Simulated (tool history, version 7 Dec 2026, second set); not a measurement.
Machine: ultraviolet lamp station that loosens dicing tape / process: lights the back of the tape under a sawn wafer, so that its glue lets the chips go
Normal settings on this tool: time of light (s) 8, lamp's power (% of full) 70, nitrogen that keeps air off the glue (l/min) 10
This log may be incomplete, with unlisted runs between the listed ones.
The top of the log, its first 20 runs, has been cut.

run	hour	time of light (s)	lamp's power (% of full)	nitrogen that keeps air off the glue (l/min)	hours of work of the lamp	hours of work since the window was cleaned	force that peels the tape off (N)	light that reached the tape (mJ/cm²)
# hour 257.3: window cleaned of glue's vapour, once more
21	262.9	5	70	19	333	3	1.014	149
22	281	10	96	19	344	15	0.076	411
23	296.9	10	96	19	354	24	0.076	404
24	305.9	10	96	19	360	30	0.078	396
25	314.1	5	67	19	365	35	1.248	142
26	331.5	13	84	4	375	46	0.196	454
27	345.6	8	95	5	384	54	0.461	316
28	361.3	6	84	7	394	64	0.98	214
29	377.7	8	72	7	404	74	0.717	238
30	391.6	8	67	10	412	83	0.653	220
31	410.9	8	67	10	424	95	0.665	217
32	430	9	75	17	436	106	0.197	274
33	448.9	4	97	14	448	118	1.185	157
34	461.3	8	65	9	455	126	0.84	207
35	471.3	8	62	10	461	132	0.86	199
36	481.5	8	62	10	468	138	0.852	197
37	493.2	8	80	4	475	145	1.04	249
38	503.4	10	62	6	481	152	0.835	245
39	518.1	11	79	10	490	161	0.182	336
40	531.8	8	66	10	499	169	0.761	207
41	545.6	8	66	10	507	178	0.799	206
42	559.3	8	66	10	516	186	0.784	200

Forecast each of these 5 alternatives for the next run:
A	572.2	7	83	4	524	194	?	?
B	572.2	5	70	6	524	194	?	?
C	572.2	8	92	10	524	194	?	?
D	572.2	5	66	5	524	194	?	?
E	572.2	6	90	4	524	194	?	?

run	force that peels the tape off (N)	light that reached the tape (mJ/cm²)
A	1.374	221
B	2.55	132
C	0.315	278
D	3.27	124
E	1.645	205
With no hidden state in the tool, these same runs would have given:
run	force that peels the tape off (N)	light that reached the tape (mJ/cm²)
A	0.795	280
B	1.717	167
C	0.153	353
D	2.304	157
E	0.985	259
